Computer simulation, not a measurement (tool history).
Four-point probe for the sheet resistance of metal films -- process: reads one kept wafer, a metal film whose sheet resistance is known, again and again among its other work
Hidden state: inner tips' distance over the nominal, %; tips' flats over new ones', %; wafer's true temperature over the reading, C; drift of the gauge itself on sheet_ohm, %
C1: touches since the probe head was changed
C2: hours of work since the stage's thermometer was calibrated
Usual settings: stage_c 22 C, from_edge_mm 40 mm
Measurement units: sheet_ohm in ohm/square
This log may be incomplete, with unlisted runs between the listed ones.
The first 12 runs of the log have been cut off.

run 13 hour=233.1 | stage_c=19 from_edge_mm=40 | C1=18654 C2=488 | sheet_ohm=15.727540
run 14 hour=258.3 | stage_c=19 from_edge_mm=40 | C1=20007 C2=508 | sheet_ohm=15.723540
run 15 hour=280.9 | stage_c=22 from_edge_mm=30 | C1=21217 C2=525 | sheet_ohm=15.730012
run 16 hour=305.7 | stage_c=22 from_edge_mm=30 | C1=22552 C2=544 | sheet_ohm=15.728761
run 17 hour=328.4 | stage_c=26 from_edge_mm=40 | C1=23765 C2=562 | sheet_ohm=15.727091
run 18 hour=353.5 | stage_c=26 from_edge_mm=40 | C1=25115 C2=581 | sheet_ohm=15.739279
run 19 hour=371.4 | stage_c=26 from_edge_mm=40 | C1=26071 C2=595 | sheet_ohm=15.730865
run 20 hour=386.3 | stage_c=26 from_edge_mm=40 | C1=26870 C2=607 | sheet_ohm=15.725365
run 21 hour=405.1 | stage_c=22 from_edge_mm=5 | C1=27880 C2=621 | sheet_ohm=15.814229
-- hour=407.7 stage's thermometer calibrated
run 22 hour=416.7 | stage_c=22 from_edge_mm=5 | C1=28478 C2=7 | sheet_ohm=15.812389
run 23 hour=430.6 | stage_c=19 from_edge_mm=3 | C1=29222 C2=18 | sheet_ohm=15.969014

Estimate the outcome of run 24 from the log above:
run 24 hour=449.1 | stage_c=30 from_edge_mm=7 | C1=30212 C2=32 | sheet_ohm=?

Run 24 measured sheet_ohm 15.765417 ohm/square.
Were there no unlogged condition in the tool, this run, its random variation unchanged, would have produced sheet_ohm 15.773024 ohm/square.
